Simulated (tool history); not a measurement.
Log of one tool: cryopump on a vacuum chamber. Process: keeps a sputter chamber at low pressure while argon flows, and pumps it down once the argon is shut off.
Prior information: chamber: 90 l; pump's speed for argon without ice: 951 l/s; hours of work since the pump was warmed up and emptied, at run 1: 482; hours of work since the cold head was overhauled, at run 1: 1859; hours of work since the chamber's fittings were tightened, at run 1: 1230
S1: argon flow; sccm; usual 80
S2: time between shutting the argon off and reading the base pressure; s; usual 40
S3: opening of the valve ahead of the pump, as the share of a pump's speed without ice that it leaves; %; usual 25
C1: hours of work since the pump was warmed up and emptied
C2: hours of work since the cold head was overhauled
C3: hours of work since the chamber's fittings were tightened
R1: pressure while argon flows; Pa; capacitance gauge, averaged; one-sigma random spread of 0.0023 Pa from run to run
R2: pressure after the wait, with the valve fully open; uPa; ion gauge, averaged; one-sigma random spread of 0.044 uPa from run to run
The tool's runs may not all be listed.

{"run": 1, "hour": 0.0, "S1": 80, "S2": 40, "S3": 25, "C1": 482, "C2": 1859, "C3": 1230, "R1": 0.6093, "R2": 3.32}
{"run": 2, "hour": 56.5, "S1": 80, "S2": 40, "S3": 25, "C1": 521, "C2": 1898, "C3": 1269, "R1": 0.6158, "R2": 3.29}
{"run": 3, "hour": 130.5, "S1": 80, "S2": 40, "S3": 25, "C1": 572, "C2": 1948, "C3": 1320, "R1": 0.6274, "R2": 3.26}
{"run": 4, "hour": 203.4, "S1": 80, "S2": 40, "S3": 25, "C1": 622, "C2": 1999, "C3": 1370, "R1": 0.6294, "R2": 3.38}
{"hour": 254.9, "done": "pump warmed up, emptied and cooled again"}
{"run": 5, "hour": 275.1, "S1": 80, "S2": 40, "S3": 25, "C1": 14, "C2": 2045, "C3": 1416, "R1": 0.5738, "R2": 3.03}
{"run": 6, "hour": 327.8, "S1": 80, "S2": 40, "S3": 25, "C1": 50, "C2": 2081, "C3": 1452, "R1": 0.5779, "R2": 3.1}
{"run": 7, "hour": 365.6, "S1": 80, "S2": 40, "S3": 25, "C1": 76, "C2": 2107, "C3": 1478, "R1": 0.5743, "R2": 3.13}
{"run": 8, "hour": 427.1, "S1": 80, "S2": 27, "S3": 25, "C1": 119, "C2": 2149, "C3": 1521, "R1": 0.5813, "R2": 4.2}
{"run": 9, "hour": 493.2, "S1": 80, "S2": 27, "S3": 25, "C1": 164, "C2": 2195, "C3": 1566, "R1": 0.5792, "R2": 4.14}
{"run": 10, "hour": 531.5, "S1": 80, "S2": 40, "S3": 25, "C1": 190, "C2": 2221, "C3": 1592, "R1": 0.5852, "R2": 3.16}
{"run": 11, "hour": 568.5, "S1": 80, "S2": 40, "S3": 25, "C1": 216, "C2": 2247, "C3": 1618, "R1": 0.5868, "R2": 3.23}
{"run": 12, "hour": 627.4, "S1": 80, "S2": 40, "S3": 30, "C1": 257, "C2": 2287, "C3": 1659, "R1": 0.4965, "R2": 3.29}
{"run": 13, "hour": 684.3, "S1": 80, "S2": 40, "S3": 30, "C1": 296, "C2": 2326, "C3": 1698, "R1": 0.4993, "R2": 3.3}
{"run": 14, "hour": 751.9, "S1": 80, "S2": 40, "S3": 30, "C1": 342, "C2": 2373, "C3": 1744, "R1": 0.502, "R2": 3.45}
{"run": 15, "hour": 792.0, "S1": 80, "S2": 40, "S3": 30, "C1": 370, "C2": 2401, "C3": 1772, "R1": 0.5035, "R2": 3.38}
{"run": 16, "hour": 860.5, "S1": 54, "S2": 40, "S3": 25, "C1": 417, "C2": 2448, "C3": 1819, "R1": 0.411, "R2": 3.4}
{"run": 17, "hour": 935.1, "S1": 54, "S2": 40, "S3": 25, "C1": 468, "C2": 2499, "C3": 1870, "R1": 0.4104, "R2": 3.46}
{"run": 18, "hour": 997.1, "S1": 53, "S2": 40, "S3": 25, "C1": 511, "C2": 2542, "C3": 1913, "R1": 0.4078, "R2": 3.44}
{"run": 19, "hour": 1059.8, "S1": 53, "S2": 40, "S3": 25, "C1": 554, "C2": 2585, "C3": 1956, "R1": 0.4088, "R2": 3.52}
{"run": 20, "hour": 1138.9, "S1": 53, "S2": 40, "S3": 25, "C1": 609, "C2": 2640, "C3": 2011, "R1": 0.4175, "R2": 3.61}
{"hour": 1213.9, "done": "pump warmed up, emptied and cooled again"}
{"run": 21, "hour": 1224.3, "S1": 80, "S2": 32, "S3": 25, "C1": 7, "C2": 2695, "C3": 2066, "R1": 0.5734, "R2": 3.81}
{"run": 22, "hour": 1301.5, "S1": 89, "S2": 52, "S3": 29, "C1": 60, "C2": 2748, "C3": 2119, "R1": 0.5556, "R2": 2.8}
{"run": 23, "hour": 1361.1, "S1": 115, "S2": 59, "S3": 49, "C1": 101, "C2": 2789, "C3": 2160, "R1": 0.4337, "R2": 2.56}
{"run": 24, "hour": 1434.7, "S1": 125, "S2": 40, "S3": 25, "C1": 152, "C2": 2840, "C3": 2211, "R1": 0.9126, "R2": 3.37}
{"run": 25, "hour": 1485.9, "S1": 87, "S2": 143, "S3": 25, "C1": 187, "C2": 2875, "C3": 2246, "R1": 0.6385, "R2": 1.73}
{"run": 26, "hour": 1533.5, "S1": 87, "S2": 186, "S3": 17, "C1": 220, "C2": 2908, "C3": 2279, "R1": 0.9315, "R2": 1.65}
{"run": 27, "hour": 1589.5, "S1": 87, "S2": 186, "S3": 17, "C1": 259, "C2": 2946, "C3": 2318, "R1": 0.9391, "R2": 1.78}
{"run": 28, "hour": 1664.9, "S1": 37, "S2": 26, "S3": 39, "C1": 311, "C2": 2998, "C3": 2370, "R1": 0.1805, "R2": 4.76}
{"run": 29, "hour": 1702.2, "S1": 38, "S2": 26, "S3": 25, "C1": 336, "C2": 3024, "C3": 2395, "R1": 0.2836, "R2": 4.68}
{"run": 30, "hour": 1761.7, "S1": 157, "S2": 40, "S3": 20, "C1": 377, "C2": 3065, "C3": 2436, "R1": 1.4691, "R2": 3.63}
{"run": 31, "hour": 1829.8, "S1": 150, "S2": 95, "S3": 15, "C1": 424, "C2": 3112, "C3": 2483, "R1": 1.8397, "R2": 2.31}
{"run": 32, "hour": 1905.6, "S1": 150, "S2": 95, "S3": 15, "C1": 476, "C2": 3164, "C3": 2535, "R1": 1.8644, "R2": 2.41}
{"run": 33, "hour": 1948.2, "S1": 54, "S2": 133, "S3": 43, "C1": 506, "C2": 3193, "C3": 2565, "R1": 0.2579, "R2": 2.12}

Alternative continuations, all from the tool just after run 33; predict every row:
{"run": "A", "hour": 1994.5, "S1": 80, "S2": 40, "S3": 18, "C1": 538, "C2": 3225, "C3": 2597, "R1": "?", "R2": "?"}
{"run": "B", "hour": 1994.5, "S1": 80, "S2": 40, "S3": 36, "C1": 538, "C2": 3225, "C3": 2597, "R1": "?", "R2": "?"}
{"run": "C", "hour": 1994.5, "S1": 54, "S2": 41, "S3": 56, "C1": 538, "C2": 3225, "C3": 2597, "R1": "?", "R2": "?"}
{"run": "D", "hour": 1994.5, "S1": 56, "S2": 41, "S3": 43, "C1": 538, "C2": 3225, "C3": 2597, "R1": "?", "R2": "?"}

run=A R1=0.8394 R2=3.86
run=B R1=0.4457 R2=3.85
run=C R1=0.2047 R2=3.72
run=D R1=0.2693 R2=3.78
Without the tool's hidden state the same runs would have given:
run=A R1=0.7888 R2=2.64
run=B R1=0.3951 R2=2.63
run=C R1=0.1707 R2=2.51
run=D R1=0.2336 R2=2.55
